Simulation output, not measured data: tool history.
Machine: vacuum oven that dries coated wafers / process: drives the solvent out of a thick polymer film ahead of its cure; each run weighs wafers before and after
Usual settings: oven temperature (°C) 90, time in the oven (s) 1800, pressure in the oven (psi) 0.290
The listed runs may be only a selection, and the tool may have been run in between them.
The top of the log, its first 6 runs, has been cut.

run   hour  oven temperature (°C)  time in the oven (s)  pressure in the oven (psi)  solvent left in the film (%)
  7   53.7                     90                  1800                       0.290                          2.28
  8   59.2                     90                  1800                       0.290                          2.25
  9   66.9                     90                  1800                       0.290                          2.25
 10   75.2                     90                  1800                       0.290                          2.24
 11   87.1                     90                  1800                       0.290                          2.37
 12   97.5                     90                  1800                       0.290                          2.24
 13  109.8                    102                  1800                       0.290                          0.75
 14  122.3                     90                  1080                       0.290                          4.58
 15  133.8                     90                  1080                       0.290                          4.49
 16  142.7                     90                  1080                       0.290                          4.61
 17  155.0                     90                  1080                       0.290                          4.60
 18  167.5                     90                  1080                       0.290                          4.55
 19  178.1                     90                  1080                       0.290                          4.69
 20  191.1                    102                  2820                       0.525                          1.30
 21  199.4                     78                  1560                       0.525                          8.91
 22  211.7                     77                  1080                       0.158                         10.28
 23  219.6                     77                  1080                       0.158                         10.40
 24  227.3                     81                  1800                       1.140                          9.37
 25  236.7                     83                  1200                       0.312                          7.29
 26  249.6                     75                  2340                       0.389                          7.57
 27  262.3                     90                  1860                       0.290                          2.16
 28  274.2                     90                  1560                       0.290                          2.77
 29  282.8                    100                  2160                       0.841                          2.29
 30  289.4                     76                  2040                       0.624                          9.23
 31  299.8                     95                  1260                       0.624                          3.02

Run 32 is up next; what results do you expect?
 32  307.2                     95                  1260                       0.624                             ?

solvent left in the film (%): 3.19
Take away the tool's hidden state, keep the run-to-run variation as it was, and the same run would have given solvent left in the film (%) 3.18.
